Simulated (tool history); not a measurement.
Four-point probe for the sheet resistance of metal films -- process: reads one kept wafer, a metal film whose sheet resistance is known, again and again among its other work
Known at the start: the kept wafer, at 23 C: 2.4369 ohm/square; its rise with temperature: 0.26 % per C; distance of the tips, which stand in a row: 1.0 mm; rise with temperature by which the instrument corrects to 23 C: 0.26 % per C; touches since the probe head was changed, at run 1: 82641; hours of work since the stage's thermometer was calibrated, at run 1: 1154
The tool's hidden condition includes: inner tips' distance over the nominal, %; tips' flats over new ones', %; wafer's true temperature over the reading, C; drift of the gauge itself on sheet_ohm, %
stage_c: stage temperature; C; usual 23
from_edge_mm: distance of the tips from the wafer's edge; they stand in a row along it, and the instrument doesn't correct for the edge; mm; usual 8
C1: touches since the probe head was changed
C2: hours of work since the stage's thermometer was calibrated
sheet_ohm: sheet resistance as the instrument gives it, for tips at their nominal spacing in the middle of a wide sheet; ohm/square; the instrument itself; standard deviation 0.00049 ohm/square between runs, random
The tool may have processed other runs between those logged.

Run 1, hour 0.0: usual settings; C1 82641; C2 1154. Result: sheet_ohm 2.462698 ohm/square.
Run 2, hour 45.7: usual settings but stage_c 34 C; C1 85152; C2 1186. Result: sheet_ohm 2.462364 ohm/square.
Run 3, hour 70.2: usual settings but stage_c 31 C; C1 86502; C2 1203. Result: sheet_ohm 2.463010 ohm/square.
At hour 83.4: stage's thermometer calibrated.
Run 4, hour 109.0: usual settings but stage_c 31 C; C1 88612; C2 18. Result: sheet_ohm 2.461889 ohm/square.
Run 5, hour 133.9: usual settings but stage_c 31 C; C1 89981; C2 36. Result: sheet_ohm 2.462590 ohm/square.
Run 6, hour 158.5: usual settings but from_edge_mm 58 mm; C1 91334; C2 53. Result: sheet_ohm 2.442879 ohm/square.
Run 7, hour 184.2: usual settings but from_edge_mm 15 mm; C1 92749; C2 71. Result: sheet_ohm 2.448820 ohm/square.
Run 8, hour 230.5: usual settings but from_edge_mm 15 mm; C1 95295; C2 104. Result: sheet_ohm 2.448552 ohm/square.
Run 9, hour 257.8: usual settings but stage_c 26 C, from_edge_mm 15 mm; C1 96794; C2 123. Result: sheet_ohm 2.448913 ohm/square.
Run 10, hour 294.4: usual settings but stage_c 26 C, from_edge_mm 15 mm; C1 98810; C2 149. Result: sheet_ohm 2.449309 ohm/square.
At hour 324.5: stage's thermometer calibrated, once more.
Run 11, hour 334.1: usual settings but stage_c 33 C, from_edge_mm 17 mm; C1 100968; C2 7. Result: sheet_ohm 2.450605 ohm/square.
At hour 366.4: new probe head fitted.
Run 12, hour 382.0: usual settings but stage_c 20 C, from_edge_mm 11 mm; C1 855; C2 40. Result: sheet_ohm 2.459358 ohm/square.
Run 13, hour 406.7: usual settings but stage_c 20 C, from_edge_mm 11 mm; C1 2214; C2 57. Result: sheet_ohm 2.459274 ohm/square.
Run 14, hour 449.6: usual settings but from_edge_mm 4 mm; C1 4575; C2 88. Result: sheet_ohm 2.528262 ohm/square.
Run 15, hour 485.8: usual settings but stage_c 27 C, from_edge_mm 7 mm; C1 6567; C2 113. Result: sheet_ohm 2.474420 ohm/square.
Run 16, hour 524.6: usual settings but stage_c 27 C, from_edge_mm 7 mm; C1 8704; C2 141. Result: sheet_ohm 2.474838 ohm/square.

What if the next run were any one of these 5? Each begins from the tool's condition after run 16:
Run A, hour 553.3: usual settings but stage_c 22 C, from_edge_mm 16 mm; C1 10281; C2 161. Result: sheet_ohm ?.
Run B, hour 553.3: usual settings but stage_c 18 C, from_edge_mm 36 mm; C1 10281; C2 161. Result: sheet_ohm ?.
Run C, hour 553.3: usual settings but stage_c 18 C, from_edge_mm 7 mm; C1 10281; C2 161. Result: sheet_ohm ?.
Run D, hour 553.3: usual settings but stage_c 34 C, from_edge_mm 4 mm; C1 10281; C2 161. Result: sheet_ohm ?.
Run E, hour 553.3: usual settings but stage_c 21 C, from_edge_mm 19 mm; C1 10281; C2 161. Result: sheet_ohm ?.

run  sheet_ohm
  A   2.454217
  B   2.450596
  C   2.476509
  D   2.528250
  E   2.452694
Take away the tool's hidden state, keep each run's random variation, and the runs would have read:
run  sheet_ohm
  A   2.442264
  B   2.438662
  C   2.464459
  D   2.515959
  E   2.440748
